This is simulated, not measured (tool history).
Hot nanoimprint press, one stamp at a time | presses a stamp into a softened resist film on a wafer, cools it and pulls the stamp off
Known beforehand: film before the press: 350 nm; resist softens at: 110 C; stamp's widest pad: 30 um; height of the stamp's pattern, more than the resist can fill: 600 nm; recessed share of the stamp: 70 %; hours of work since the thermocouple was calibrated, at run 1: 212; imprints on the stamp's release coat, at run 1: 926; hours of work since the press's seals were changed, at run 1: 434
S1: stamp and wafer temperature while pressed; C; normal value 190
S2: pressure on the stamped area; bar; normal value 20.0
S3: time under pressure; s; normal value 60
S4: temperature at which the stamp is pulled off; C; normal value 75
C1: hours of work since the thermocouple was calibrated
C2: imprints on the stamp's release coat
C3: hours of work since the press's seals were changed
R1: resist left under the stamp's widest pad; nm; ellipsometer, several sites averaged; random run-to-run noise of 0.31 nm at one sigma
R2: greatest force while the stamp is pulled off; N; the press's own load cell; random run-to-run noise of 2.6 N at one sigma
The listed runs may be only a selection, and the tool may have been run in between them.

{"run": 1, "hour": 0.0, "S1": 190, "S2": 20.0, "S3": 60, "S4": 75, "C1": 212, "C2": 926, "C3": 434, "R1": 165.2, "R2": 229}
{"run": 2, "hour": 7.9, "S1": 190, "S2": 14.2, "S3": 60, "S4": 75, "C1": 218, "C2": 949, "C3": 440, "R1": 188.8, "R2": 225}
{"run": 3, "hour": 21.8, "S1": 190, "S2": 20.0, "S3": 60, "S4": 80, "C1": 228, "C2": 990, "C3": 450, "R1": 165.4, "R2": 209}
{"run": 4, "hour": 31.2, "S1": 190, "S2": 20.0, "S3": 60, "S4": 75, "C1": 235, "C2": 1017, "C3": 457, "R1": 165.5, "R2": 231}
{"run": 5, "hour": 39.1, "S1": 190, "S2": 20.0, "S3": 60, "S4": 75, "C1": 241, "C2": 1040, "C3": 463, "R1": 166.0, "R2": 233}
{"run": 6, "hour": 47.4, "S1": 190, "S2": 20.0, "S3": 60, "S4": 75, "C1": 247, "C2": 1064, "C3": 469, "R1": 166.3, "R2": 235}
{"run": 7, "hour": 60.0, "S1": 190, "S2": 20.0, "S3": 60, "S4": 75, "C1": 256, "C2": 1101, "C3": 479, "R1": 165.7, "R2": 232}
{"run": 8, "hour": 66.9, "S1": 190, "S2": 20.0, "S3": 60, "S4": 75, "C1": 261, "C2": 1121, "C3": 484, "R1": 166.1, "R2": 237}
{"run": 9, "hour": 80.0, "S1": 197, "S2": 20.0, "S3": 60, "S4": 75, "C1": 271, "C2": 1159, "C3": 493, "R1": 130.1, "R2": 231}
{"hour": 84.4, "done": "plate thermocouple calibrated"}
{"run": 10, "hour": 99.5, "S1": 190, "S2": 22.0, "S3": 60, "S4": 75, "C1": 11, "C2": 1207, "C3": 506, "R1": 161.2, "R2": 240}
{"run": 11, "hour": 106.6, "S1": 190, "S2": 20.0, "S3": 60, "S4": 75, "C1": 16, "C2": 1228, "C3": 511, "R1": 167.3, "R2": 240}
{"hour": 118.9, "done": "plate thermocouple calibrated, once more"}
{"run": 12, "hour": 125.6, "S1": 190, "S2": 18.7, "S3": 60, "S4": 75, "C1": 5, "C2": 1275, "C3": 523, "R1": 167.2, "R2": 239}
{"run": 13, "hour": 140.1, "S1": 190, "S2": 18.7, "S3": 60, "S4": 75, "C1": 16, "C2": 1317, "C3": 534, "R1": 167.4, "R2": 238}
{"run": 14, "hour": 147.2, "S1": 187, "S2": 20.0, "S3": 60, "S4": 75, "C1": 21, "C2": 1338, "C3": 539, "R1": 179.8, "R2": 237}
{"run": 15, "hour": 155.5, "S1": 187, "S2": 20.0, "S3": 60, "S4": 75, "C1": 27, "C2": 1362, "C3": 545, "R1": 180.7, "R2": 239}
{"run": 16, "hour": 167.9, "S1": 190, "S2": 20.0, "S3": 34, "S4": 77, "C1": 36, "C2": 1398, "C3": 554, "R1": 200.1, "R2": 233}
{"run": 17, "hour": 179.4, "S1": 190, "S2": 20.0, "S3": 32, "S4": 76, "C1": 45, "C2": 1432, "C3": 563, "R1": 203.4, "R2": 242}
{"run": 18, "hour": 189.2, "S1": 193, "S2": 20.0, "S3": 60, "S4": 75, "C1": 52, "C2": 1460, "C3": 570, "R1": 147.2, "R2": 245}
{"run": 19, "hour": 199.1, "S1": 179, "S2": 31.1, "S3": 44, "S4": 75, "C1": 59, "C2": 1489, "C3": 577, "R1": 224.0, "R2": 244}
{"run": 20, "hour": 208.9, "S1": 188, "S2": 20.0, "S3": 115, "S4": 79, "C1": 67, "C2": 1518, "C3": 585, "R1": 136.5, "R2": 231}
{"run": 21, "hour": 220.6, "S1": 190, "S2": 16.2, "S3": 60, "S4": 75, "C1": 75, "C2": 1552, "C3": 593, "R1": 177.7, "R2": 243}
{"run": 22, "hour": 228.7, "S1": 190, "S2": 16.2, "S3": 60, "S4": 75, "C1": 81, "C2": 1575, "C3": 599, "R1": 178.7, "R2": 248}
{"run": 23, "hour": 244.3, "S1": 190, "S2": 16.2, "S3": 60, "S4": 75, "C1": 93, "C2": 1621, "C3": 611, "R1": 178.3, "R2": 244}
{"run": 24, "hour": 255.1, "S1": 185, "S2": 20.0, "S3": 60, "S4": 69, "C1": 101, "C2": 1652, "C3": 619, "R1": 194.3, "R2": 271}
{"hour": 274.3, "done": "stamp cleaned and given a new release coat"}
{"run": 25, "hour": 277.1, "S1": 185, "S2": 20.0, "S3": 60, "S4": 69, "C1": 113, "C2": 8, "C3": 631, "R1": 194.7, "R2": 214}
{"run": 26, "hour": 288.8, "S1": 184, "S2": 18.0, "S3": 87, "S4": 74, "C1": 122, "C2": 42, "C3": 639, "R1": 184.8, "R2": 207}
{"run": 27, "hour": 297.2, "S1": 184, "S2": 13.7, "S3": 32, "S4": 74, "C1": 128, "C2": 67, "C3": 646, "R1": 266.0, "R2": 201}
{"run": 28, "hour": 313.4, "S1": 182, "S2": 15.3, "S3": 42, "S4": 65, "C1": 140, "C2": 114, "C3": 658, "R1": 255.8, "R2": 229}
{"run": 29, "hour": 321.4, "S1": 187, "S2": 13.6, "S3": 42, "S4": 65, "C1": 146, "C2": 137, "C3": 664, "R1": 232.6, "R2": 229}
{"run": 30, "hour": 330.6, "S1": 187, "S2": 13.6, "S3": 42, "S4": 65, "C1": 152, "C2": 164, "C3": 670, "R1": 233.6, "R2": 232}

Alternative continuations, all from the tool just after run 30; predict every row:
{"run": "A", "hour": 341.8, "S1": 190, "S2": 20.0, "S3": 60, "S4": 83, "C1": 161, "C2": 197, "C3": 679, "R1": "?", "R2": "?"}
{"run": "B", "hour": 341.8, "S1": 202, "S2": 12.5, "S3": 43, "S4": 75, "C1": 161, "C2": 197, "C3": 679, "R1": "?", "R2": "?"}
{"run": "C", "hour": 341.8, "S1": 193, "S2": 14.8, "S3": 60, "S4": 70, "C1": 161, "C2": 197, "C3": 679, "R1": "?", "R2": "?"}

run=A R1=164.8 R2=184
run=B R1=154.4 R2=202
run=C R1=168.3 R2=226
Had the tool no hidden state, the same runs would have come out as:
run=A R1=160.6 R2=178
run=B R1=151.6 R2=195
run=C R1=164.9 R2=219
